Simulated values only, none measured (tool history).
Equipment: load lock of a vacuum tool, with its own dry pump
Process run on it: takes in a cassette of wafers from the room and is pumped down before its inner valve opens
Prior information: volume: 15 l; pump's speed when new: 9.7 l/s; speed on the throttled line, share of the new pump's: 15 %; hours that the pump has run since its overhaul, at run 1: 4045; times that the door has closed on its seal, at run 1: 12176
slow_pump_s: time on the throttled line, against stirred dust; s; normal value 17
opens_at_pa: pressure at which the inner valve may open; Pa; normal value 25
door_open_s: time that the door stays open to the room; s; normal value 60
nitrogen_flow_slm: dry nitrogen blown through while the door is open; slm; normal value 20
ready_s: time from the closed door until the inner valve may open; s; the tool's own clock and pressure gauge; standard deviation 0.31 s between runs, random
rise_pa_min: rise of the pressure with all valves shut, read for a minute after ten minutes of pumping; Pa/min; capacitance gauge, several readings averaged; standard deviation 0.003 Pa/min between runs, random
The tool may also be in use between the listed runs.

run,hour,slow_pump_s,opens_at_pa,door_open_s,nitrogen_flow_slm,hours that the pump has run since its overhaul,times that the door has closed on its seal,"incoming humidity of the room's air, %",ready_s,rise_pa_min
1,0,17,25,60,20,4045,12176,42.4,28.1,0.151
2,363.1,17,25,60,20,4408,13895,46.1,28.2,0.189
3,867.5,17,25,60,20,4913,16283,45.3,27.7,0.219
4,1135.3,17,25,26,20,5180,17551,44.9,28.1,0.225
5,1571.6,17,25,26,20,5617,19617,43.4,27.8,0.267
6,1935.6,17,25,26,20,5981,21340,50.1,28.5,0.305
# hour 2262.7: door's seal changed, seat wiped
7,2408.4,17,25,26,20,6452,689,48.1,28.3,0.032
8,2878.7,17,25,26,20,6922,2916,46.6,28.3,0.048
9,3195.1,17,25,51,20,7239,4414,47.5,28.6,0.065
10,3499.2,17,25,60,20,7543,5854,46.9,28.5,0.074
11,3899.6,17,25,60,20,7943,7749,46.2,29.4,0.089
12,4341.4,17,25,60,20,8385,9841,45.7,28.8,0.113
13,4601.9,17,25,60,20,8646,11075,43,29,0.127
14,5003.2,17,25,60,20,9047,12974,48.8,29,0.148
15,5273.1,17,24,60,20,9317,14252,44.8,28.9,0.182
16,5532.4,17,24,60,20,9576,15480,46.1,29.1,0.192
17,5848.3,14,24,65,5,9892,16976,48,27,0.258
18,6307.2,28,21,72,8,10351,19149,45.2,38.2,0.293
19,6628.8,8,25,60,30,10672,20671,46.5,21.5,0.271
20,6838.4,8,25,60,30,10882,21664,47.8,21.4,0.303
# hour 7116.5: door's seal changed, seat wiped
21,7244.4,8,25,60,30,11286,605,43.9,21.8,0.029
22,7546.8,8,25,60,30,11589,2037,46.9,21.8,0.036
23,7881.3,8,50,79,16,11923,3621,47.3,20.8,0.061
24,8134.4,14,50,79,6,12176,4819,44.3,25.5,0.098
25,8622.9,11,42,60,21,12665,7132,49,23.2,0.086
26,8951.8,23,32,60,21,12994,8689,42.6,33.7,0.092
27,9426.8,11,25,145,42,13469,10938,47,24.9,0.117
28,9726.5,11,25,145,42,13769,12357,47,25.2,0.138
29,10138.4,17,25,37,20,14181,14307,42.9,30.5,0.153
30,10619.7,23,33,30,9,14662,16586,46.1,33.9,0.207

Describe how what the log doesn't record of the tool's condition differs between the last listed run preceding each entry between runs and the first listed run following it.
After run 6, before run 7: door's seal changed, seat wiped (hour 2262.7)
  pump's speed, % of a new pump's: 91.9 -> 91.2; leak at the door's seal, Pa l/s: 0.0719 -> 0.0034
  measured value less the no-hidden-state value, ready_s: +0.9 -> +1 s; rise_pa_min: +0.28 -> +0.006 Pa/min
After run 20, before run 21: door's seal changed, seat wiped (hour 7116.5)
  pump's speed, % of a new pump's: 84.6 -> 84; leak at the door's seal, Pa l/s: 0.0697 -> 0.0022
  measured value less the no-hidden-state value, ready_s: +2.1 -> +2.2 s; rise_pa_min: +0.268 -> +0 Pa/min

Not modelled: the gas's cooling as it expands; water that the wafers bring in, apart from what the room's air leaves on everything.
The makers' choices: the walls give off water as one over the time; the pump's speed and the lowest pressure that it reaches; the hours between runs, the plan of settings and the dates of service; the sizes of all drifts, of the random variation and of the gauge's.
